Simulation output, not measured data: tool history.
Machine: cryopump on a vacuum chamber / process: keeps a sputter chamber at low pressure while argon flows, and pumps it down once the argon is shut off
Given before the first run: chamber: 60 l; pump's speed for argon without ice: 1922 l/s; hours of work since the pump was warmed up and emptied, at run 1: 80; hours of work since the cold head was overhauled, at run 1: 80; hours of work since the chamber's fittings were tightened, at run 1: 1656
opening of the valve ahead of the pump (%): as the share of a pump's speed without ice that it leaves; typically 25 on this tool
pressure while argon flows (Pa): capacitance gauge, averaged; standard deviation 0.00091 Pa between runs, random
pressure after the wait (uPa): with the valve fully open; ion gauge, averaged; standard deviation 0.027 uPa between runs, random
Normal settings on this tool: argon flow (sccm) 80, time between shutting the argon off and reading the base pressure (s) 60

run   hour  argon flow (sccm)  time between shutting the argon off and reading the base pressure (s)  opening of the valve ahead of the pump (%)  hours of work since the pump was warmed up and emptied  hours of work since the cold head was overhauled  hours of work since the chamber's fittings were tightened  pressure while argon flows (Pa)  pressure after the wait (uPa)
  1    0.0                 80                                                                     60                                          25                                                      80                                                80                                                       1656                           0.2843                           2.34
  2   29.0                104                                                                     60                                          25                                                      95                                                95                                                       1671                           0.3700                           2.41
  3   49.6                104                                                                     60                                          25                                                     105                                               105                                                       1682                           0.3693                           2.37
  4   71.3                104                                                                     60                                          25                                                     116                                               116                                                       1693                           0.3707                           2.37
  5  101.8                 80                                                                     34                                          25                                                     132                                               132                                                       1708                           0.2848                           3.22
  6  135.2                 80                                                                     60                                          55                                                     149                                               149                                                       1725                           0.1328                           2.37
  7  152.0                 80                                                                     60                                          25                                                     157                                               157                                                       1734                           0.2847                           2.40
  8  176.8                 80                                                                     60                                          25                                                     170                                               170                                                       1746                           0.2861                           2.47
  9  209.7                 39                                                                     60                                          25                                                     187                                               187                                                       1763                           0.1395                           2.39
 10  241.0                 39                                                                     60                                          25                                                     203                                               203                                                       1779                           0.1394                           2.51
 11  260.3                 39                                                                     60                                          25                                                     213                                               213                                                       1789                           0.1409                           2.47
 12  291.2                154                                                                    283                                          18                                                     228                                               228                                                       1805                           0.7649                           1.72
 13  315.9                 70                                                                     77                                          53                                                     241                                               241                                                       1817                           0.1228                           2.31
 14  335.7                 93                                                                     21                                          25                                                     251                                               251                                                       1827                           0.3351                           4.39
 15  351.5                 54                                                                    146                                          37                                                     259                                               259                                                       1835                           0.1323                           1.93
 16  380.6                 54                                                                    146                                          37                                                     274                                               274                                                       1850                           0.1344                           1.92

Alternative continuations, all from the tool just after run 16; predict every row:
  A  407.1                 80                                                                     86                                          18                                                     287                                               287                                                       1864                                ?                              ?
  B  407.1                 80                                                                     62                                          56                                                     287                                               287                                                       1864                                ?                              ?
  C  407.1                157                                                                     73                                          25                                                     287                                               287                                                       1864                                ?                              ?
  D  407.1                 51                                                                     24                                          42                                                     287                                               287                                                       1864                                ?                              ?
  E  407.1                 48                                                                     37                                          51                                                     287                                               287                                                       1864                                ?                              ?

run  pressure while argon flows (Pa)  pressure after the wait (uPa)
  A                           0.3996                           2.22
  B                           0.1329                           2.62
  C                           0.5666                           2.33
  D                           0.1113                           4.25
  E                           0.0881                           3.21
With the hidden condition removed and each run's random variation left untouched, the same runs would have given:
run  pressure while argon flows (Pa)  pressure after the wait (uPa)
  A                           0.3917                           0.83
  B                           0.1251                           1.16
  C                           0.5512                           0.96
  D                           0.1063                           2.80
  E                           0.0834                           1.79

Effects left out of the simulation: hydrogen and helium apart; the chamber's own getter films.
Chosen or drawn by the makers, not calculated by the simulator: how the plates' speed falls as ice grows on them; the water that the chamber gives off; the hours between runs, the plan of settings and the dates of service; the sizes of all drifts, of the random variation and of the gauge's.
